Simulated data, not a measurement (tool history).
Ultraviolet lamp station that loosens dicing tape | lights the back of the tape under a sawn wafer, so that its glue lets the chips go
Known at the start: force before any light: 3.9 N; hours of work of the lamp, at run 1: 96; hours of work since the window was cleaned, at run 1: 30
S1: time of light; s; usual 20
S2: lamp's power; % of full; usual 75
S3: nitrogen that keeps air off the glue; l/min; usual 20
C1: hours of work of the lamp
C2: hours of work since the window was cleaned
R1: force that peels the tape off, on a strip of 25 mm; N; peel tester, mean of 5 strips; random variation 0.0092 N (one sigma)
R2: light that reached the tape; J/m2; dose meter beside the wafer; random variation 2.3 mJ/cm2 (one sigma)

run     day  S1  S2  S3   C1   C2     R1    R2
  1       0  20  75  20   96   30  0.446  2210
  2   2.517  20  75  20  142   77  0.437  2110
  3   5.867  20  75  20  205  139  0.454  2070
  4       8  20  73  20  244  179    0.5  1960
  5  10.588  20  73  20  292  227   0.52  1870
  6  12.054  13  75  20  320  254  0.953  1240
  7  15.192  13  75  20  378  312  0.996  1230
  8  16.929  13  75  20  410  345  0.988  1180
  9  19.721  20  75  20  462  397  0.632  1740
 10  21.196  20  75  20  490  424  0.606  1750
 11  24.158  20  75  20  545  479  0.647  1640
     25.917  -- window cleaned of glue's vapour
 12  26.329  20  75  20  585    8  0.793  1440
 13  29.679  20  63  20  647   70  1.044  1170
 14  31.454  12  75  20  680  103  1.499   780
 15  33.396  12  75  20  716  139  1.566   780
 16  36.662  18  61  30  777  200  1.215   930
     38.742  -- lamp changed
 17  39.417  18  74  29   13  250  0.706  1450
 18  41.688  20  75   7   55  292  1.103  1510
 19  43.821  20  75  25   94  332  0.693  1460
     44.704  -- window cleaned of glue's vapour, once more
 20  45.367  20  75  25  123   12  0.382  2250
 21  48.525  20  75  10  182   71  0.604  2160
 22  51.088  20  75  12  229  119  0.587  2090
 23  53.225  20  75  12  269  158  0.592  2030
 24  54.654  31  86  12  295  185  0.285  3580

The same runs without the tool's hidden state, with the same run-to-run variation:
The hidden state here: lamp's light, % of a new lamp's; light that the window lets through, % of a clean one's; drift of the gauge itself on peel_n, %; drift of the gauge itself on dose_mj_cm2, %.
run     R1    R2
  1   0.41  2340
  2  0.385  2300
  3  0.376  2360
  4    0.4  2290
  5  0.396  2260
  6  0.729  1510
  7  0.723  1550
  8    0.7  1520
  9  0.412  2340
 10   0.38  2380
 11  0.386  2340
 12  0.395  2340
 13  0.501  1990
 14  0.802  1380
 15  0.814  1410
 16  0.518  1740
 17  0.393  2150
 18  0.625  2340
 19  0.347  2340
 20  0.358  2360
 21  0.535  2350
 22  0.497  2340
 23  0.484  2340
 24  0.248  4180
